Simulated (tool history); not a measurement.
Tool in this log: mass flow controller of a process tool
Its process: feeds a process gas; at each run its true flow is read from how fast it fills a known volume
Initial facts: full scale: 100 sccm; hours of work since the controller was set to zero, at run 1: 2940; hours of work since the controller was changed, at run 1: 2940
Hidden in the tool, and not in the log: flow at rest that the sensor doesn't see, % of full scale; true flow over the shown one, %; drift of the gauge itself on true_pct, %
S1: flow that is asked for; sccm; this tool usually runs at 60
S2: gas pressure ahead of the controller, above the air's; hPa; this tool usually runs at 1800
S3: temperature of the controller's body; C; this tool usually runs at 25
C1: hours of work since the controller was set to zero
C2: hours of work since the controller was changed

Run 1, hour 0: usual settings; C1 2940; C2 2940. Result: true flow (%) 96.79.
Run 2, hour 212.6: usual settings but S2 2640 hPa; C1 3101; C2 3101. Result: true flow (%) 96.92.
Run 3, hour 472.5: usual settings; C1 3298; C2 3298. Result: true flow (%) 96.59.
Run 4, hour 866.2: usual settings; C1 3597; C2 3597. Result: true flow (%) 96.35.
Run 5, hour 1143.3: usual settings but S3 37 C; C1 3808; C2 3808. Result: true flow (%) 94.85.
At hour 1464.7: controller's zero set anew.
Run 6, hour 1470.1: usual settings but S2 2490 hPa; C1 4; C2 4055. Result: true flow (%) 98.61.
Run 7, hour 1839.3: usual settings; C1 284; C2 4336. Result: true flow (%) 98.13.
Run 8, hour 2047.9: usual settings but S3 21 C; C1 443; C2 4494. Result: true flow (%) 98.49.
Run 9, hour 2288.2: usual settings but S1 76 sccm; C1 625; C2 4677. Result: true flow (%) 98.5.
Run 10, hour 2603.7: usual settings but S1 14 sccm; C1 865; C2 4916. Result: true flow (%) 94.61.
Run 11, hour 2995.7: usual settings; C1 1162; C2 5214. Result: true flow (%) 97.55.
Run 12, hour 3322.4: usual settings but S1 43 sccm; C1 1410; C2 5462. Result: true flow (%) 96.52.
Run 13, hour 3628.5: usual settings; C1 1643; C2 5694. Result: true flow (%) 97.33.
Run 14, hour 4019: usual settings; C1 1939; C2 5991. Result: true flow (%) 96.89.
Run 15, hour 4303.6: usual settings; C1 2155; C2 6207. Result: true flow (%) 97.
Run 16, hour 4706.7: usual settings; C1 2461; C2 6513. Result: true flow (%) 96.6.
Run 17, hour 5020.5: usual settings; C1 2700; C2 6751. Result: true flow (%) 96.44.
Run 18, hour 5294.6: usual settings; C1 2908; C2 6959. Result: true flow (%) 96.38.
Run 19, hour 5596.8: usual settings; C1 3137; C2 7189. Result: true flow (%) 96.17.
Run 20, hour 5780.1: usual settings but S1 18 sccm; C1 3276; C2 7328. Result: true flow (%) 90.22.
Run 21, hour 6059: usual settings but S1 33 sccm, S2 2370 hPa, S3 27 C; C1 3488; C2 7540. Result: true flow (%) 93.36.
Run 22, hour 6360.8: usual settings but S1 33 sccm, S2 2370 hPa, S3 27 C; C1 3717; C2 7769. Result: true flow (%) 93.2.
Run 23, hour 6725.2: usual settings but S2 1700 hPa, S3 29 C; C1 3994; C2 8045. Result: true flow (%) 95.05.
At hour 6773: controller's zero set anew.
Run 24, hour 6964.2: usual settings but S2 1700 hPa, S3 29 C; C1 145; C2 8227. Result: true flow (%) 97.22.
Run 25, hour 7321.3: usual settings but S1 66 sccm, S2 2300 hPa, S3 35 C; C1 416; C2 8498. Result: true flow (%) 96.84.
Run 26, hour 7520.6: usual settings but S1 75 sccm, S2 2100 hPa, S3 21 C; C1 568; C2 8649. Result: true flow (%) 98.61.
Run 27, hour 7687.4: usual settings but S1 77 sccm, S2 1450 hPa, S3 31 C; C1 694; C2 8776. Result: true flow (%) 97.14.
Run 28, hour 8034: usual settings but S1 36 sccm, S2 2020 hPa, S3 26 C; C1 957; C2 9039. Result: true flow (%) 95.97.
Run 29, hour 8269.3: usual settings but S1 62 sccm, S3 37 C; C1 1136; C2 9217. Result: true flow (%) 95.66.
Run 30, hour 8514.7: usual settings but S1 37 sccm, S3 36 C; C1 1322; C2 9404. Result: true flow (%) 94.49.
Run 31, hour 8786.2: usual settings but S1 31 sccm, S3 28 C; C1 1529; C2 9610. Result: true flow (%) 94.66.
Run 32, hour 9073.7: usual settings but S1 19 sccm, S2 1640 hPa, S3 30 C; C1 1747; C2 9828. Result: true flow (%) 92.39.
Run 33, hour 9397.6: usual settings but S1 44 sccm, S2 2160 hPa, S3 23 C; C1 1993; C2 10074. Result: true flow (%) 95.82.
Run 34, hour 9669.6: usual settings but S1 44 sccm, S2 2160 hPa, S3 23 C; C1 2199; C2 10281. Result: true flow (%) 95.69.
Run 35, hour 10032.5: usual settings but S2 2550 hPa, S3 39 C; C1 2475; C2 10556. Result: true flow (%) 94.77.
Run 36, hour 10251.7: usual settings but S1 62 sccm; C1 2641; C2 10723. Result: true flow (%) 96.09.
Run 37, hour 10623.9: usual settings but S3 26 C; C1 2924; C2 11005. Result: true flow (%) 95.84.
Run 38, hour 10979.7: usual settings but S2 2370 hPa, S3 27 C; C1 3194; C2 11275. Result: true flow (%) 95.53.
Run 39, hour 11326.5: usual settings but S1 86 sccm, S3 22 C; C1 3457; C2 11539. Result: true flow (%) 97.28.

Predict each of these 3 candidate next runs independently; none follows another, all start after run 39:
Run A, hour 11654.8: usual settings but S1 70 sccm; C1 3707; C2 11788. Result: true flow (%) ?.
Run B, hour 11654.8: usual settings but S1 68 sccm, S2 2360 hPa; C1 3707; C2 11788. Result: true flow (%) ?.
Run C, hour 11654.8: usual settings but S1 96 sccm; C1 3707; C2 11788. Result: true flow (%) ?.

run  true flow (%)
  A          95.97
  B          96.08
  C          97.17
Stripped of hidden state, with their random variation kept, the same runs would have yielded:
run  true flow (%)
  A          99.06
  B          99.23
  C          99.74
